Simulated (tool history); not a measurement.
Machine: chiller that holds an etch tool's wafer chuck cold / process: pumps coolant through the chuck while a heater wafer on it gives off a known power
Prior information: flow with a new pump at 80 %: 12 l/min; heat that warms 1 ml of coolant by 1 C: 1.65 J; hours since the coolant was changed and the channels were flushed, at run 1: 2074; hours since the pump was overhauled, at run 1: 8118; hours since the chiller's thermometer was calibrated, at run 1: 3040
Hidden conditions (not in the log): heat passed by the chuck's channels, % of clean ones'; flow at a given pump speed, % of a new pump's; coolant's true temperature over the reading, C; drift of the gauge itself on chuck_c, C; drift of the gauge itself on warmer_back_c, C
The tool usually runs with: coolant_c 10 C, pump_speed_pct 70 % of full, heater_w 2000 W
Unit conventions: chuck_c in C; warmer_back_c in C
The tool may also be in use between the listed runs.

run	hour	coolant_c	pump_speed_pct	heater_w	hours since the coolant was changed and the channels were flushed	hours since the pump was overhauled	hours since the chiller's thermometer was calibrated	chuck_c	warmer_back_c
1	0	10	70	2000	2074	8118	3040	26	7.91
2	178	10	70	2000	2252	8296	3218	26.1	7.92
3	312.1	10	70	2000	2386	8430	3352	26	7.91
4	482.4	10	70	1915	2556	8600	3523	25.2	7.63
5	666.7	10	96	2000	2741	8784	3707	22.7	5.59
6	775.2	10	76	2000	2849	8893	3816	25.3	7.31
7	930.1	10	70	2571	3004	9048	3970	30.8	10.27
8	1074.7	6	88	2571	3149	9192	4115	23.7	8

For run 9, what comes out?
9	1258.1	6	88	2571	3332	9376	4298	?	?

chuck_c: 23.7 C
warmer_back_c: 8.01 C
The same run, on a tool lacking any hidden state, would have yielded chuck_c 22 C, warmer_back_c 7.04 C.
